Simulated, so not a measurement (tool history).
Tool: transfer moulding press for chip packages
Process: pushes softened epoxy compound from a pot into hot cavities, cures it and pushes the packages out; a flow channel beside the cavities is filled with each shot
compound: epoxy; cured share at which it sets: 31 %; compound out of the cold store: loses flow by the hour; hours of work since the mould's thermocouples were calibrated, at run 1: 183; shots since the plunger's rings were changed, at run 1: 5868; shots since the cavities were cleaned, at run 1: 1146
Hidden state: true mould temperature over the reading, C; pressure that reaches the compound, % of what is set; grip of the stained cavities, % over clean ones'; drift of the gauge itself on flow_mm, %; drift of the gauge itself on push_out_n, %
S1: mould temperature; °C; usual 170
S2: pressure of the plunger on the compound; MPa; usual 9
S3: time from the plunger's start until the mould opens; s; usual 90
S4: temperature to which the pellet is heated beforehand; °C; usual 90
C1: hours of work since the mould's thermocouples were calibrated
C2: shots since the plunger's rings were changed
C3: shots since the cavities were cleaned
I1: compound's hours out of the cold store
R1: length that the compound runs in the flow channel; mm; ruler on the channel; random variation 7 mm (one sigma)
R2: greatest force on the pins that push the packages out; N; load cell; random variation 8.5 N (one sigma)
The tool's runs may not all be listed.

Run 1, hour 0: usual settings; C1 183; C2 5868; C3 1146; I1 27. Result: R1 754 mm, R2 648 N.
At hour 6.6: cavities cleaned with cleaning compound and waxed.
At hour 46.8: plunger's sealing rings changed.
Run 2, hour 58.1: usual settings; C1 207; C2 97; C3 418; I1 8.3. Result: R1 975 mm, R2 566 N.
Run 3, hour 120.9: usual settings; C1 235; C2 631; C3 952; I1 36.1. Result: R1 797 mm, R2 591 N.
At hour 150.1: cavities cleaned with cleaning compound and waxed.
Run 4, hour 176.9: usual settings; C1 259; C2 1096; C3 229; I1 15.2. Result: R1 920 mm, R2 511 N.
Run 5, hour 256.5: usual settings but S3 123 s; C1 294; C2 1774; C3 907; I1 9.1. Result: R1 934 mm, R2 493 N.
At hour 291.7: cavities cleaned with cleaning compound and waxed.
Run 6, hour 304.1: usual settings; C1 315; C2 2167; C3 106; I1 45. Result: R1 746 mm, R2 420 N.
Run 7, hour 388: usual settings; C1 352; C2 2882; C3 821; I1 20. Result: R1 854 mm, R2 623 N.
At hour 436.3: cavities cleaned with cleaning compound and waxed.
Run 8, hour 441.1: usual settings; C1 375; C2 3322; C3 42; I1 15.7. Result: R1 863 mm, R2 419 N.
At hour 462.4: mould's thermocouples calibrated.
Run 9, hour 483.7: usual settings; C1 9; C2 3667; C3 387; I1 8.5. Result: R1 884 mm, R2 538 N.
Run 10, hour 548.9: usual settings; C1 38; C2 4223; C3 943; I1 30.5. Result: R1 773 mm, R2 609 N.
At hour 584.7: cavities cleaned with cleaning compound and waxed.
Run 11, hour 592.1: usual settings; C1 57; C2 4578; C3 63; I1 28.3. Result: R1 775 mm, R2 425 N.
Run 12, hour 653.7: usual settings; C1 84; C2 5103; C3 588; I1 30.1. Result: R1 767 mm, R2 570 N.
Run 13, hour 689.5: usual settings but S4 84 °C; C1 100; C2 5408; C3 893; I1 22.6. Result: R1 786 mm, R2 598 N.
At hour 729.5: cavities cleaned with cleaning compound and waxed.
Run 14, hour 734: usual settings but S4 84 °C; C1 119; C2 5774; C3 38; I1 29.6. Result: R1 748 mm, R2 402 N.
At hour 767.9: mould's thermocouples calibrated, once more.
At hour 790.8: plunger's sealing rings changed.
Run 15, hour 806.4: usual settings but S3 112 s, S4 95 °C; C1 16; C2 132; C3 617; I1 37.7. Result: R1 800 mm, R2 461 N.
At hour 874.3: cavities cleaned with cleaning compound and waxed.
Run 16, hour 874.3: usual settings but S1 174 °C, S3 84 s, S4 95 °C; C1 45; C2 698; C3 0; I1 27.8. Result: R1 845 mm, R2 366 N.
Run 17, hour 908.8: usual settings but S1 174 °C, S3 84 s, S4 95 °C; C1 61; C2 992; C3 294; I1 37.4. Result: R1 790 mm, R2 458 N.
Run 18, hour 960.5: usual settings but S1 164 °C, S2 7.25 MPa, S3 103 s, S4 98 °C; C1 84; C2 1432; C3 734; I1 35.5. Result: R1 735 mm, R2 640 N.
At hour 1016.4: cavities cleaned with cleaning compound and waxed.
Run 19, hour 1044.5: usual settings but S1 163 °C, S2 7.25 MPa, S3 80 s, S4 98 °C; C1 120; C2 2135; C3 239; I1 10.6. Result: R1 840 mm, R2 996 N.
Run 20, hour 1091.6: usual settings but S1 163 °C, S2 7.25 MPa, S3 80 s, S4 98 °C; C1 141; C2 2536; C3 640; I1 41.2. Result: R1 685 mm, R2 1015 N.
Run 21, hour 1141.8: usual settings but S1 172 °C, S2 10.53 MPa; C1 164; C2 2965; C3 1069; I1 46.1. Result: R1 783 mm, R2 575 N.
At hour 1160.6: cavities cleaned with cleaning compound and waxed.
Run 22, hour 1226.8: usual settings but S1 177 °C, S2 10.53 MPa, S3 87 s; C1 201; C2 3676; C3 564; I1 19.6. Result: R1 884 mm, R2 475 N.
Run 23, hour 1277.4: usual settings but S1 177 °C, S2 9.54 MPa, S3 72 s, S4 83 °C; C1 223; C2 4107; C3 995; I1 27.4. Result: R1 803 mm, R2 670 N.
At hour 1300.7: cavities cleaned with cleaning compound and waxed.
Run 24, hour 1347.9: usual settings but S1 177 °C, S2 9.54 MPa, S3 72 s, S4 83 °C; C1 254; C2 4695; C3 402; I1 38.2. Result: R1 736 mm, R2 534 N.
Run 25, hour 1410.2: usual settings but S1 165 °C, S3 106 s, S4 81 °C; C1 281; C2 5226; C3 933; I1 37.3. Result: R1 731 mm, R2 587 N.
At hour 1443.7: cavities cleaned with cleaning compound and waxed.
Run 26, hour 1473: usual settings but S1 173 °C, S2 10.28 MPa, S3 121 s, S4 89 °C; C1 309; C2 5748; C3 249; I1 11.8. Result: R1 876 mm, R2 356 N.
At hour 1529.6: plunger's sealing rings changed.
Run 27, hour 1550.6: usual settings but S2 8.66 MPa, S3 125 s, S4 89 °C; C1 342; C2 179; C3 889; I1 32.8. Result: R1 810 mm, R2 471 N.

Forecast each of these 3 alternatives for the next run:
At hour 1592.5: cavities cleaned with cleaning compound and waxed.
Run A, hour 1623.5: usual settings but S2 8.66 MPa, S4 89 °C; C1 374; C2 787; C3 264; I1 42.7. Result: R1 ?, R2 ?.
At hour 1592.5: cavities cleaned with cleaning compound and waxed.
Run B, hour 1623.5: usual settings but S1 164 °C, S2 9.51 MPa, S3 125 s, S4 84 °C; C1 374; C2 787; C3 264; I1 43.3. Result: R1 ?, R2 ?.
At hour 1592.5: cavities cleaned with cleaning compound and waxed.
Run C, hour 1623.5: usual settings but S1 166 °C, S3 79 s, S4 83 °C; C1 374; C2 787; C3 264; I1 20.8. Result: R1 ?, R2 ?.

run   R1   R2
  A  754  484
  B  791  418
  C  898  855
Without the tool's hidden state the same runs would have given:
run   R1   R2
  A  770  387
  B  808  332
  C  917  691
